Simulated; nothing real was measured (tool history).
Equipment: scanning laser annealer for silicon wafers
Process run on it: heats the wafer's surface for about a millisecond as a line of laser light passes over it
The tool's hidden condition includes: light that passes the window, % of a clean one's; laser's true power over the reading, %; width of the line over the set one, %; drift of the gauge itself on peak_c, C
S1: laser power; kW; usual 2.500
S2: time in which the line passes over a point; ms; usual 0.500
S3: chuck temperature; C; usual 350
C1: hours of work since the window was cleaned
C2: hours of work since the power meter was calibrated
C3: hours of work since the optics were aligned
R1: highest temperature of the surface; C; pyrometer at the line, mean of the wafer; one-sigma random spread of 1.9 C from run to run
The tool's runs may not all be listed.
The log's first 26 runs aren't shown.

{"hour": 616.8, "done": "optics aligned, line set to its width"}
{"run": 27, "hour": 637.8, "S1": 2.722, "S2": 0.5, "S3": 350, "C1": 70, "C2": 344, "C3": 10, "R1": 1213}
{"run": 28, "hour": 654.9, "S1": 2.421, "S2": 0.376, "S3": 340, "C1": 79, "C2": 352, "C3": 18, "R1": 991}
{"run": 29, "hour": 681.6, "S1": 2.5, "S2": 0.596, "S3": 364, "C1": 92, "C2": 365, "C3": 31, "R1": 1195}
{"run": 30, "hour": 700.1, "S1": 2.5, "S2": 0.596, "S3": 364, "C1": 100, "C2": 374, "C3": 40, "R1": 1191}
{"run": 31, "hour": 717.8, "S1": 2.5, "S2": 0.596, "S3": 364, "C1": 109, "C2": 383, "C3": 49, "R1": 1193}
{"run": 32, "hour": 751.9, "S1": 2.5, "S2": 0.465, "S3": 364, "C1": 125, "C2": 399, "C3": 65, "R1": 1103}
{"run": 33, "hour": 784.5, "S1": 2.5, "S2": 0.465, "S3": 364, "C1": 141, "C2": 415, "C3": 81, "R1": 1103}
{"run": 34, "hour": 807.4, "S1": 2.5, "S2": 0.465, "S3": 364, "C1": 152, "C2": 426, "C3": 92, "R1": 1102}
{"run": 35, "hour": 829.4, "S1": 2.5, "S2": 0.385, "S3": 324, "C1": 163, "C2": 436, "C3": 102, "R1": 1002}
{"run": 36, "hour": 850.4, "S1": 2.5, "S2": 0.385, "S3": 324, "C1": 173, "C2": 447, "C3": 113, "R1": 1003}
{"run": 37, "hour": 868.4, "S1": 2.5, "S2": 0.385, "S3": 324, "C1": 182, "C2": 455, "C3": 121, "R1": 1005}

Forecast each of these 5 alternatives for the next run:
{"run": "A", "hour": 885.2, "S1": 2.553, "S2": 0.5, "S3": 360, "C1": 190, "C2": 463, "C3": 129, "R1": "?"}
{"run": "B", "hour": 885.2, "S1": 2.5, "S2": 0.596, "S3": 311, "C1": 190, "C2": 463, "C3": 129, "R1": "?"}
{"run": "C", "hour": 885.2, "S1": 2.339, "S2": 0.5, "S3": 350, "C1": 190, "C2": 463, "C3": 129, "R1": "?"}
{"run": "D", "hour": 885.2, "S1": 2.439, "S2": 0.385, "S3": 351, "C1": 190, "C2": 463, "C3": 129, "R1": "?"}
{"run": "E", "hour": 885.2, "S1": 2.136, "S2": 0.5, "S3": 350, "C1": 190, "C2": 463, "C3": 129, "R1": "?"}

run=A R1=1139
run=B R1=1130
run=C R1=1042
run=D R1=1005
run=E R1=961
Take away the tool's hidden state, keep each run's random variation, and the runs would have read:
run=A R1=1159
run=B R1=1152
run=C R1=1060
run=D R1=1022
run=E R1=978
